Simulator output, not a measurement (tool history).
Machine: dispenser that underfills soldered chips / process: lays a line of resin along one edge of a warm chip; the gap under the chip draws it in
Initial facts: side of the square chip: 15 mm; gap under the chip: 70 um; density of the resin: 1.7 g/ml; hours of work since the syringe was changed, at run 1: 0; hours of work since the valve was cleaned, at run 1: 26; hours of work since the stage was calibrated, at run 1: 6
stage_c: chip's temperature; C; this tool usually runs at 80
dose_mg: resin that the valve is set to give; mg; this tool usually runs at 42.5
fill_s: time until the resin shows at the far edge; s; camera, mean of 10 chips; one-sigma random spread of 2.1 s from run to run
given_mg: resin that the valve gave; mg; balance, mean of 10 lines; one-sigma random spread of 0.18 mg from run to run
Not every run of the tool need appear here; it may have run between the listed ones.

| run | hour | stage_c | dose_mg | hours of work since the syringe was changed | hours of work since the valve was cleaned | hours of work since the stage was calibrated | fill_s | given_mg |
|---|---|---|---|---|---|---|---|---|
| 1 | 0.0 | 80 | 42.5 | 0 | 26 | 6 | 200.1 | 41.51 |
| 2 | 3.7 | 69 | 42.5 | 2 | 29 | 9 | 355.3 | 41.50 |
| 3 | 10.2 | 78 | 42.5 | 6 | 33 | 13 | 338.9 | 41.24 |
| 4 | 16.9 | 72 | 42.5 | 11 | 37 | 17 | 566.7 | 41.01 |
|  | 19.0 | new syringe of resin |
| 5 | 22.5 | 72 | 42.5 | 2 | 40 | 20 | 317.0 | 40.82 |
| 6 | 25.7 | 72 | 42.5 | 4 | 42 | 22 | 367.2 | 40.96 |
| 7 | 28.8 | 76 | 42.5 | 6 | 44 | 24 | 366.4 | 40.96 |
| 8 | 32.7 | 76 | 42.5 | 9 | 47 | 27 | 432.3 | 40.84 |
| 9 | 36.4 | 76 | 42.5 | 11 | 49 | 29 | 515.8 | 40.30 |
|  | 38.3 | new syringe of resin |
| 10 | 42.9 | 80 | 42.5 | 3 | 53 | 33 | 251.7 | 40.56 |
| 11 | 49.6 | 80 | 42.5 | 7 | 57 | 37 | 342.8 | 40.24 |
| 12 | 52.3 | 80 | 42.5 | 9 | 59 | 39 | 390.5 | 40.47 |
|  | 57.4 | new syringe of resin |
| 13 | 58.6 | 93 | 42.5 | 1 | 62 | 42 | 139.1 | 39.80 |
| 14 | 61.7 | 93 | 42.5 | 3 | 64 | 44 | 157.1 | 39.82 |
| 15 | 65.9 | 93 | 42.5 | 5 | 67 | 47 | 196.9 | 39.93 |
| 16 | 69.9 | 93 | 42.5 | 8 | 69 | 49 | 229.5 | 40.14 |
| 17 | 76.0 | 93 | 42.5 | 12 | 73 | 53 | 306.2 | 39.59 |
|  | 76.6 | new syringe of resin |
| 18 | 80.3 | 80 | 42.5 | 2 | 76 | 56 | 246.1 | 39.52 |
| 19 | 85.9 | 80 | 42.5 | 6 | 79 | 59 | 307.4 | 39.45 |
| 20 | 92.1 | 69 | 52.6 | 10 | 83 | 63 | 575.3 | 48.77 |
|  | 95.8 | new syringe of resin |
| 21 | 97.0 | 68 | 52.7 | 1 | 86 | 66 | 310.1 | 48.70 |
| 22 | 100.2 | 92 | 41.4 | 3 | 88 | 68 | 166.4 | 37.96 |
| 23 | 105.5 | 72 | 41.8 | 6 | 91 | 71 | 410.0 | 38.17 |
| 24 | 110.6 | 80 | 46.4 | 9 | 94 | 74 | 390.5 | 42.44 |
|  | 114.8 | new syringe of resin |
| 25 | 114.8 | 83 | 39.2 | 0 | 97 | 77 | 189.7 | 35.68 |
| 26 | 118.5 | 85 | 42.5 | 2 | 99 | 79 | 203.2 | 38.84 |
| 27 | 122.4 | 67 | 48.0 | 5 | 102 | 81 | 445.9 | 43.39 |
| 28 | 127.0 | 82 | 44.0 | 8 | 104 | 84 | 326.2 | 40.11 |
| 29 | 129.9 | 91 | 50.7 | 9 | 106 | 86 | 272.8 | 46.12 |

For run 30, what comes out?
|  | 133.9 | new syringe of resin |
| 30 | 136.5 | 67 | 50.4 | 2 | 110 | 90 | ? | ? |

fill_s: 348.8 s
given_mg: 45.47 mg
Were there no unlogged condition in the tool, this run, its random variation unchanged, would have produced fill_s 317.8 s, given_mg 50.59 mg.

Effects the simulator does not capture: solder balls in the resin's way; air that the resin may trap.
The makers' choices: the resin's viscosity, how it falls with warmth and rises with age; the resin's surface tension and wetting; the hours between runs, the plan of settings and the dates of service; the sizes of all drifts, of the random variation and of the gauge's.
